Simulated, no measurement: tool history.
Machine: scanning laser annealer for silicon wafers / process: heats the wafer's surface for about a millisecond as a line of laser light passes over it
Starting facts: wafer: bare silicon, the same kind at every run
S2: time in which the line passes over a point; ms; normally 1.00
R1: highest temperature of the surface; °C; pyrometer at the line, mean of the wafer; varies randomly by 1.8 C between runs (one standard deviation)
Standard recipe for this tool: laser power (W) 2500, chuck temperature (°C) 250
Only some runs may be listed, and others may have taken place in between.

Run 1, hour 0.0: usual settings. Result: R1 999 °C.
Run 2, hour 18.8: usual settings. Result: R1 1003 °C.
Run 3, hour 40.4: usual settings. Result: R1 1002 °C.
Run 4, hour 51.6: usual settings. Result: R1 1004 °C.
Run 5, hour 71.9: usual settings but laser power (W) 2304. Result: R1 943 °C.
Run 6, hour 88.4: usual settings but laser power (W) 2304. Result: R1 940 °C.
Run 7, hour 110.1: usual settings but laser power (W) 2304. Result: R1 939 °C.
Run 8, hour 119.6: usual settings but laser power (W) 2304. Result: R1 939 °C.
Run 9, hour 130.5: usual settings but S2 0.86 ms. Result: R1 942 °C.
Run 10, hour 141.0: usual settings but laser power (W) 2605, S2 0.86 ms, chuck temperature (°C) 227. Result: R1 953 °C.
Run 11, hour 151.0: usual settings but laser power (W) 2599, S2 0.77 ms, chuck temperature (°C) 261. Result: R1 946 °C.
Run 12, hour 170.5: usual settings but laser power (W) 2287, S2 0.77 ms, chuck temperature (°C) 267. Result: R1 868 °C.
Run 13, hour 193.6: usual settings but chuck temperature (°C) 243. Result: R1 990 °C.
Run 14, hour 216.0: usual settings but S2 0.72 ms, chuck temperature (°C) 267. Result: R1 902 °C.

Expected results for the next run?
Run 15, hour 237.3: usual settings but S2 0.72 ms, chuck temperature (°C) 267. Result: R1 ?.

R1: 902 °C
The same run, on a tool lacking any hidden state, would have yielded R1 915 °C.

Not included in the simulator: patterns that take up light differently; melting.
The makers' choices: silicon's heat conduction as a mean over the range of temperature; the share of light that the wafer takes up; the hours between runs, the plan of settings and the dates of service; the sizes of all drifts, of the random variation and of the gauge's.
